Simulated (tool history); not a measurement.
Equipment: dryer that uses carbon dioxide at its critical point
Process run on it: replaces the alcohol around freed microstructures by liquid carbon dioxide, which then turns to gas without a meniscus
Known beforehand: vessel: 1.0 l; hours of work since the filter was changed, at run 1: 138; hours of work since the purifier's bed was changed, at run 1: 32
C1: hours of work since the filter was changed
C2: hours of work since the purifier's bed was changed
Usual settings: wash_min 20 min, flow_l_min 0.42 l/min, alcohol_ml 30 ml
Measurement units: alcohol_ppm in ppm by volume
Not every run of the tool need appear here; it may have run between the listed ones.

{"run": 1, "hour": 0.0, "wash_min": 20, "flow_l_min": 0.42, "alcohol_ml": 30, "C1": 138, "C2": 32, "alcohol_ppm": 35}
{"run": 2, "hour": 5.2, "wash_min": 20, "flow_l_min": 0.42, "alcohol_ml": 30, "C1": 141, "C2": 35, "alcohol_ppm": 33}
{"run": 3, "hour": 9.7, "wash_min": 20, "flow_l_min": 0.631, "alcohol_ml": 30, "C1": 144, "C2": 38, "alcohol_ppm": 11}
{"run": 4, "hour": 14.1, "wash_min": 20, "flow_l_min": 0.631, "alcohol_ml": 30, "C1": 147, "C2": 40, "alcohol_ppm": 12}
{"run": 5, "hour": 22.1, "wash_min": 20, "flow_l_min": 0.631, "alcohol_ml": 30, "C1": 152, "C2": 45, "alcohol_ppm": 11}
{"run": 6, "hour": 28.7, "wash_min": 20, "flow_l_min": 0.631, "alcohol_ml": 30, "C1": 156, "C2": 49, "alcohol_ppm": 2}
{"run": 7, "hour": 36.2, "wash_min": 20, "flow_l_min": 0.631, "alcohol_ml": 30, "C1": 161, "C2": 54, "alcohol_ppm": 13}
{"run": 8, "hour": 43.7, "wash_min": 20, "flow_l_min": 0.42, "alcohol_ml": 87, "C1": 165, "C2": 59, "alcohol_ppm": 90}
{"run": 9, "hour": 50.8, "wash_min": 20, "flow_l_min": 0.42, "alcohol_ml": 87, "C1": 170, "C2": 63, "alcohol_ppm": 96}
{"hour": 57.0, "done": "inlet filter changed"}
{"run": 10, "hour": 57.0, "wash_min": 20, "flow_l_min": 0.42, "alcohol_ml": 87, "C1": 0, "C2": 66, "alcohol_ppm": 39}
{"run": 11, "hour": 66.4, "wash_min": 20, "flow_l_min": 0.42, "alcohol_ml": 87, "C1": 6, "C2": 72, "alcohol_ppm": 33}
{"run": 12, "hour": 73.3, "wash_min": 20, "flow_l_min": 0.42, "alcohol_ml": 87, "C1": 10, "C2": 77, "alcohol_ppm": 32}
{"run": 13, "hour": 78.7, "wash_min": 20, "flow_l_min": 0.42, "alcohol_ml": 87, "C1": 13, "C2": 80, "alcohol_ppm": 35}
{"run": 14, "hour": 87.1, "wash_min": 20, "flow_l_min": 0.42, "alcohol_ml": 64, "C1": 19, "C2": 85, "alcohol_ppm": 38}
{"run": 15, "hour": 96.5, "wash_min": 20, "flow_l_min": 0.42, "alcohol_ml": 64, "C1": 25, "C2": 91, "alcohol_ppm": 33}
{"run": 16, "hour": 103.4, "wash_min": 20, "flow_l_min": 0.42, "alcohol_ml": 64, "C1": 29, "C2": 95, "alcohol_ppm": 40}
{"run": 17, "hour": 111.3, "wash_min": 20, "flow_l_min": 0.42, "alcohol_ml": 64, "C1": 34, "C2": 100, "alcohol_ppm": 37}
{"run": 18, "hour": 121.0, "wash_min": 20, "flow_l_min": 0.42, "alcohol_ml": 64, "C1": 40, "C2": 106, "alcohol_ppm": 41}
{"run": 19, "hour": 127.6, "wash_min": 20, "flow_l_min": 0.42, "alcohol_ml": 64, "C1": 44, "C2": 110, "alcohol_ppm": 35}
{"run": 20, "hour": 136.2, "wash_min": 20, "flow_l_min": 0.42, "alcohol_ml": 64, "C1": 49, "C2": 116, "alcohol_ppm": 44}
{"run": 21, "hour": 142.1, "wash_min": 17, "flow_l_min": 0.373, "alcohol_ml": 30, "C1": 53, "C2": 119, "alcohol_ppm": 92}
{"run": 22, "hour": 151.2, "wash_min": 17, "flow_l_min": 0.373, "alcohol_ml": 30, "C1": 59, "C2": 125, "alcohol_ppm": 80}
{"run": 23, "hour": 159.9, "wash_min": 14, "flow_l_min": 0.331, "alcohol_ml": 47, "C1": 64, "C2": 130, "alcohol_ppm": 619}
{"run": 24, "hour": 167.8, "wash_min": 20, "flow_l_min": 0.448, "alcohol_ml": 38, "C1": 69, "C2": 135, "alcohol_ppm": 24}
{"run": 25, "hour": 174.6, "wash_min": 20, "flow_l_min": 0.448, "alcohol_ml": 38, "C1": 73, "C2": 140, "alcohol_ppm": 32}
{"run": 26, "hour": 179.1, "wash_min": 17, "flow_l_min": 0.252, "alcohol_ml": 21, "C1": 76, "C2": 142, "alcohol_ppm": 392}
{"run": 27, "hour": 185.6, "wash_min": 24, "flow_l_min": 0.252, "alcohol_ml": 21, "C1": 80, "C2": 146, "alcohol_ppm": 93}
{"run": 28, "hour": 195.7, "wash_min": 24, "flow_l_min": 0.252, "alcohol_ml": 21, "C1": 86, "C2": 153, "alcohol_ppm": 89}
{"run": 29, "hour": 205.0, "wash_min": 24, "flow_l_min": 0.252, "alcohol_ml": 21, "C1": 92, "C2": 158, "alcohol_ppm": 94}
{"run": 30, "hour": 212.9, "wash_min": 26, "flow_l_min": 0.311, "alcohol_ml": 104, "C1": 97, "C2": 163, "alcohol_ppm": 76}
{"run": 31, "hour": 221.5, "wash_min": 20, "flow_l_min": 0.42, "alcohol_ml": 28, "C1": 102, "C2": 169, "alcohol_ppm": 42}
{"run": 32, "hour": 226.9, "wash_min": 20, "flow_l_min": 0.295, "alcohol_ml": 52, "C1": 106, "C2": 172, "alcohol_ppm": 271}
{"run": 33, "hour": 231.7, "wash_min": 20, "flow_l_min": 0.279, "alcohol_ml": 30, "C1": 109, "C2": 175, "alcohol_ppm": 214}
{"run": 34, "hour": 236.4, "wash_min": 20, "flow_l_min": 0.279, "alcohol_ml": 30, "C1": 112, "C2": 178, "alcohol_ppm": 209}
{"run": 35, "hour": 246.8, "wash_min": 27, "flow_l_min": 0.674, "alcohol_ml": 95, "C1": 118, "C2": 184, "alcohol_ppm": 25}
{"run": 36, "hour": 255.6, "wash_min": 27, "flow_l_min": 0.674, "alcohol_ml": 95, "C1": 123, "C2": 190, "alcohol_ppm": 27}

Predict each of these 3 candidate next runs independently; none follows another, all start after run 36:
{"run": "A", "hour": 262.3, "wash_min": 20, "flow_l_min": 0.291, "alcohol_ml": 30, "C1": 128, "C2": 194, "alcohol_ppm": "?"}
{"run": "B", "hour": 262.3, "wash_min": 27, "flow_l_min": 0.674, "alcohol_ml": 85, "C1": 128, "C2": 194, "alcohol_ppm": "?"}
{"run": "C", "hour": 262.3, "wash_min": 26, "flow_l_min": 0.674, "alcohol_ml": 32, "C1": 128, "C2": 194, "alcohol_ppm": "?"}

run=A alcohol_ppm=192
run=B alcohol_ppm=28
run=C alcohol_ppm=23
Without the tool's hidden state the same runs would have given:
run=A alcohol_ppm=87
run=B alcohol_ppm=8
run=C alcohol_ppm=4

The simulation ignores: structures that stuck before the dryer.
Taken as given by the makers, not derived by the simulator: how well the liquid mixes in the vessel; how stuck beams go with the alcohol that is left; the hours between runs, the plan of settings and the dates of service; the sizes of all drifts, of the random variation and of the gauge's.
